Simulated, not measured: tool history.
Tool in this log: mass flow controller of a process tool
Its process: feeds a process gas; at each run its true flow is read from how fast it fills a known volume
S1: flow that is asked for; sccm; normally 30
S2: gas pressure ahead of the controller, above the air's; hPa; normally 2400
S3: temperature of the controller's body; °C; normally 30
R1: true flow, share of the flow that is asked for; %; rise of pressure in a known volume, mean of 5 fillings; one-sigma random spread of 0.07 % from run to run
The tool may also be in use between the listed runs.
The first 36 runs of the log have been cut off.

run	day	S1	S2	S3	R1
37	616.512	86	2400	33	98.42
38	635.129	86	2400	33	98.36
39	645.229	16	2470	30	99.82
40	659.700	14	2290	32	100.10
41	669.438	30	2400	21	99.88
42	688.483	55	2400	33	98.25
43	702.712	35	2400	33	98.43
44	719.775	13	2600	33	100.27
45	740.833	13	2760	33	100.15
46	763.567	28	1520	31	99.54
47	785.954	69	1690	39	97.90
48	796.350	30	1420	33	99.29
49	810.588	69	1580	33	98.59

3 options for the next run, each taken on its own from the tool as it stands now. Forecast them:
A	834.062	69	1580	21	?
B	834.062	10	1640	40	?
C	834.062	30	2400	31	?

run	R1
A	99.79
B	101.86
C	99.00
With the hidden condition removed and each run's random variation left untouched, the same runs would have given:
run	R1
A	100.33
B	97.84
C	98.53

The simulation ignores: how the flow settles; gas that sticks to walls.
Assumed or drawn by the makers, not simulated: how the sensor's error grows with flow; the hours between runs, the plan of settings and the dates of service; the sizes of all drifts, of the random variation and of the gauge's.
